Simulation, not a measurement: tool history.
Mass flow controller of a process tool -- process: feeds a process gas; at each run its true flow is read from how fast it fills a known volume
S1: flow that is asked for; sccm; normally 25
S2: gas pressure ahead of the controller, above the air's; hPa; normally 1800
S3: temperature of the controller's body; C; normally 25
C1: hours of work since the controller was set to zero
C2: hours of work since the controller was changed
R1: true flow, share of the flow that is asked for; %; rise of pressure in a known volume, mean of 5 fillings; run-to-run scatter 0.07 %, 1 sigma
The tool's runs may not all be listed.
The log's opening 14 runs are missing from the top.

Run 15, hour 949.8: usual settings but S1 22 sccm; C1 1505; C2 1505. Result: R1 100.74 %.
Run 16, hour 996.6: usual settings but S1 5 sccm, S2 2600 hPa, S3 31 C; C1 1527; C2 1527. Result: R1 100.38 %.
Run 17, hour 1042.9: usual settings but S2 2540 hPa; C1 1549; C2 1549. Result: R1 100.87 %.
Run 18, hour 1108.9: usual settings but S2 2300 hPa; C1 1580; C2 1580. Result: R1 101.08 %.
At hour 1140.1: gauge calibrated.
Run 19, hour 1170.9: usual settings but S1 7 sccm, S2 1930 hPa, S3 34 C; C1 1609; C2 1609. Result: R1 99.01 %.
Run 20, hour 1261.4: usual settings but S1 43 sccm, S2 2610 hPa; C1 1651; C2 1651. Result: R1 99.95 %.
Run 21, hour 1328.2: usual settings but S1 9 sccm, S2 1740 hPa, S3 21 C; C1 1683; C2 1683. Result: R1 98.55 %.
Run 22, hour 1386.9: usual settings but S2 1440 hPa, S3 34 C; C1 1710; C2 1710. Result: R1 100.21 %.
Run 23, hour 1470: usual settings but S2 2740 hPa, S3 22 C; C1 1749; C2 1749. Result: R1 99.28 %.
Run 24, hour 1537.2: usual settings but S2 2740 hPa, S3 22 C; C1 1781; C2 1781. Result: R1 99.37 %.
Run 25, hour 1579.6: usual settings but S1 5 sccm, S2 1700 hPa, S3 32 C; C1 1800; C2 1800. Result: R1 99.62 %.
Run 26, hour 1630.9: usual settings but S2 1990 hPa, S3 28 C; C1 1824; C2 1824. Result: R1 100.18 %.
Run 27, hour 1697: usual settings but S2 1950 hPa; C1 1855; C2 1855. Result: R1 100.03 %.
Run 28, hour 1781.2: usual settings but S2 1950 hPa; C1 1895; C2 1895. Result: R1 100.24 %.

Predict the results of run 29:
Run 29, hour 1847: usual settings but S2 1910 hPa; C1 1926; C2 1926. Result: R1 ?.

{"run 29": {"R1": 100.34}}
On a tool with no hidden condition, and with the same random variation, this run would have come out at R1 99.02 %.

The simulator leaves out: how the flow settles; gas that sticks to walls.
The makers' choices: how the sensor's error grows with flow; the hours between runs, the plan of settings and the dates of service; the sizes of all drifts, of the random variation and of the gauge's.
